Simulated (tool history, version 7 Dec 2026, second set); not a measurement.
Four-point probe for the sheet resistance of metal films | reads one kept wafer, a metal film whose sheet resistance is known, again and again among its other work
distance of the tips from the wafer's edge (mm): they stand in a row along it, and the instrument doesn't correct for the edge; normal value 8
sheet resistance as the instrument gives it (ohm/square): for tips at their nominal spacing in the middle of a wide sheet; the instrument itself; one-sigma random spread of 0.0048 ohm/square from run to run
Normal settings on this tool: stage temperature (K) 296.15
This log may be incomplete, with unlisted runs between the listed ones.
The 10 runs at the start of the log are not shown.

run	hour	stage temperature (K)	distance of the tips from the wafer's edge (mm)	sheet resistance as the instrument gives it (ohm/square)
11	175.6	296.15	22	23.72948
12	188.9	296.15	8	23.903269
13	212.9	296.15	8	23.901168
14	225.5	296.15	8	23.90944
15	247.2	296.15	8	23.900477
16	265.9	296.15	8	23.903671
17	276.7	294.15	8	23.894245
18	298.3	292.15	5	24.180403
19	312.5	301.15	23	23.766102
20	332.7	296.15	10	23.829608
21	346.1	303.15	8	23.955273
22	356.7	294.15	38	23.707921
23	376.9	301.15	10	23.866604
24	390.6	299.15	12	23.798428
25	409.7	298.15	30	23.740858
26	426	298.15	30	23.728853
27	446.2	305.15	4	24.545235
28	460	305.15	4	24.544761
29	479.5	305.15	4	24.541579
30	491.7	305.15	4	24.540773
31	508.3	305.15	7	24.034282
32	531.7	297.15	14	23.77572
33	544.3	297.15	66	23.713489

3 ways to go on from here, each from the tool as it stands after run 33. What would each give?
A	555.8	300.15	16	?
B	555.8	291.15	5	?
C	555.8	304.15	5	?

run	sheet resistance as the instrument gives it (ohm/square)
A	23.785343
B	24.174769
C	24.266575
Without the tool's unlogged condition, the same runs would have read:
run	sheet resistance as the instrument gives it (ohm/square)
A	23.786653
B	24.176104
C	24.267907
